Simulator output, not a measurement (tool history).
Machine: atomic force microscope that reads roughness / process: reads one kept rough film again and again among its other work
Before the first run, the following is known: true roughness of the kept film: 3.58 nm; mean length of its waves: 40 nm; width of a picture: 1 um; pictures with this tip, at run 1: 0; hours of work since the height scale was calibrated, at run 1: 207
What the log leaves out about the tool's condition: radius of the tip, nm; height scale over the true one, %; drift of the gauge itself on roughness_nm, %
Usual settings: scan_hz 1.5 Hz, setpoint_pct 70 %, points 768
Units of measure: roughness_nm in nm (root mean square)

run   hour  scan_hz  setpoint_pct  points  pictures with this tip  hours of work since the height scale was calibrated  roughness_nm
  1      0      1.5            70     768                       0                                                  207         2.996
  2    8.5      1.5            70     768                      16                                                  213         2.992
  3   19.5      1.5            70     768                      37                                                  220          3.01
      38.7  -- new tip fitted
  4   39.7     2.13            70     768                       2                                                  233         2.892
  5   52.5      0.7            70     768                      26                                                  242         3.165
  6   67.8      1.5            70     474                      56                                                  252         2.967
  7     76      1.5            70     474                      72                                                  258             3
      78.2  -- new tip fitted
  8   96.2      1.5            70     474                      35                                                  271         2.972
  9  106.8      1.5            70     474                      56                                                  278         2.986
     116.3  -- new tip fitted
 10  118.1      1.5            70     474                       4                                                  285         2.991
 11  129.8      1.5            70     474                      26                                                  293         2.992
 12    140     0.64            70     379                      46                                                  300         3.144
     154.3  -- new tip fitted
 13  158.5      3.8            63     379                       8                                                  312         2.821
 14  175.4      3.8            77     379                      41                                                  323         2.418
 15  189.9     1.64            78     836                      69                                                  333         2.812
     193.3  -- new tip fitted
 16  205.2     1.64            78     836                      22                                                  343          2.84
 17  220.1      2.9            82     538                      51                                                  353         2.431
 18  230.6      2.9            82     538                      72                                                  360         2.449
     232.8  -- new tip fitted
 19  245.7     1.12            58     768                      25                                                  370         3.196

Alternative continuations, all from the tool just after run 19; predict every row:
  A  261.5      0.6            69     435                      56                                                  380             ?
  B  261.5     3.74            74     358                      56                                                  380             ?
  C  261.5     1.12            81     768                      56                                                  380             ?
  D  261.5     0.52            57     534                      56                                                  380             ?

run  roughness_nm
  A         3.166
  B          2.51
  C         2.918
  D         3.219
Take away the tool's hidden state, keep each run's random variation, and the runs would have read:
run  roughness_nm
  A         3.172
  B         2.514
  C         2.923
  D         3.225

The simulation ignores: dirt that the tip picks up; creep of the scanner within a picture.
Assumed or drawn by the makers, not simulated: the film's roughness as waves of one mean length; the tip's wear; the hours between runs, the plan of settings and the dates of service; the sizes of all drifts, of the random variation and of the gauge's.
